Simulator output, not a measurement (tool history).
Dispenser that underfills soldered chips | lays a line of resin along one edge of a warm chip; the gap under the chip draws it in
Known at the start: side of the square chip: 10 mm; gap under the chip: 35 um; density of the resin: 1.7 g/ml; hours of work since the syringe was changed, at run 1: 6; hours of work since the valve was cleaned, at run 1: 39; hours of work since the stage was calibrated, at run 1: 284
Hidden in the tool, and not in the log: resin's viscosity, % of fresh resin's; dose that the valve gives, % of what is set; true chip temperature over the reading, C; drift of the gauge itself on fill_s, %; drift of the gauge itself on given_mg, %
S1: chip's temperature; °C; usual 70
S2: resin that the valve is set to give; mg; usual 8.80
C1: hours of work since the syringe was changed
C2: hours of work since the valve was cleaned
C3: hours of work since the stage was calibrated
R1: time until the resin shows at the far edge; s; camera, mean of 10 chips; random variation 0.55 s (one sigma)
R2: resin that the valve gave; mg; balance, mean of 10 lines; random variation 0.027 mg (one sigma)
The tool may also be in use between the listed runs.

run    day  S1     S2  C1  C2   C3    R1    R2
  1  0.000  70   8.80   6  39  284  51.1  8.56
     0.325  -- new syringe of resin
  2  0.346  70   7.88   0  44  289  45.3  7.64
  3  0.792  70   7.88   7  51  295  57.8  7.59
     1.079  -- new syringe of resin
  4  1.292  70   7.88   3  58  303  48.8  7.57
  5  1.562  70   7.88   7  62  307  56.1  7.57
     1.700  -- stage's temperature calibrated
     1.875  -- new syringe of resin
     2.008  -- dispensing valve cleaned and set on the balance
  6  2.258  70   7.88   5   4    7  56.3  7.89
     2.642  -- new syringe of resin
  7  2.858  70   7.88   3  12   16  53.0  7.80
  8  3.221  70   7.88   8  18   21  63.8  7.81
     3.367  -- new syringe of resin
  9  3.504  70   7.88   2  22   25  49.5  7.78
     4.129  -- new syringe of resin
 10  4.171  70   8.80   1  31   35  46.4  8.61
 11  4.775  70   8.80  10  40   44  62.6  8.55
     4.888  -- new syringe of resin
 12  5.229  70   8.80   5  47   50  52.9  8.51
     5.612  -- new syringe of resin
 13  5.746  70   8.80   2  54   58  47.4  8.41
 14  6.312  70   8.80  10  62   66  62.0  8.41
     6.379  -- new syringe of resin
     6.688  -- dispensing valve cleaned and set on the balance
 15  6.758  70   8.80   5   1   72  53.0  8.76
 16  7.075  70   8.80  10   6   76  62.8  8.74
     7.171  -- new syringe of resin
 17  7.504  70   8.80   5  12   83  54.9  8.69
     7.908  -- new syringe of resin
 18  8.167  76   7.50   4  21   92  42.6  7.36
 19  8.600  76   7.50  10  28   99  53.1  7.30
     8.667  -- new syringe of resin
 20  9.117  70   8.34   7  35  106  55.7  8.06
     9.396  -- new syringe of resin
 21  9.558  56   8.53   2  41  112  84.3  8.25
 22  9.900  83  10.27   7  47  117  34.0  9.92

Run 23 comes next. What will it give?
     10.129  -- new syringe of resin
 23  10.562  83  8.49   6  56  127   ?   ?

R1: 34.2 s
R2: 8.13 mg
Without the tool's hidden state the same run would have given R1 28.5 s, R2 8.50 mg.
